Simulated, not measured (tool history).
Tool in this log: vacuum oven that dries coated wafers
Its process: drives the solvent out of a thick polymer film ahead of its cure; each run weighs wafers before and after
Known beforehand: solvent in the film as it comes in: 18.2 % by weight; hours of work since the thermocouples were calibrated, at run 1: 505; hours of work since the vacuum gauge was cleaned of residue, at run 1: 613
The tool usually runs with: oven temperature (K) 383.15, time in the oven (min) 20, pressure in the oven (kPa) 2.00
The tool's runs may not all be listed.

run,hour,oven temperature (K),time in the oven (min),pressure in the oven (kPa),hours of work since the thermocouples were calibrated,hours of work since the vacuum gauge was cleaned of residue,solvent left in the film (%)
1,0.0,383.15,20,2.00,505,613,3.05
2,41.2,383.15,20,2.00,524,632,3.06
3,93.1,383.15,20,3.11,549,657,3.89
4,166.4,383.15,20,3.11,583,691,3.87
5,207.8,383.15,20,3.11,603,711,3.91
6,261.7,383.15,20,3.11,628,736,3.90
7,331.6,383.15,20,2.80,661,769,3.69
8,385.3,383.15,20,2.00,686,794,3.04
9,464.0,397.15,14,2.00,723,831,2.11
10,514.3,369.15,11,1.18,747,855,7.86
11,579.5,385.15,11,3.71,778,885,6.05
12,629.6,385.15,11,3.71,801,909,6.10
13,701.8,385.15,11,2.90,835,943,5.56
14,739.4,385.15,11,2.90,853,961,5.56
15,786.9,385.15,11,2.90,875,983,5.50
16,841.6,385.15,11,2.90,901,1009,5.55

Below are 3 alternative next runs, each starting from the tool's condition after run 16. Predict each:
A,889.0,385.15,29,5.58,923,1031,?
B,889.0,395.15,18,6.41,923,1031,?
C,889.0,385.15,17,2.90,923,1031,?

run,solvent left in the film (%)
A,4.77
B,4.18
C,3.87
Without the tool's hidden state the same runs would have given:
run,solvent left in the film (%)
A,4.83
B,4.26
C,3.95
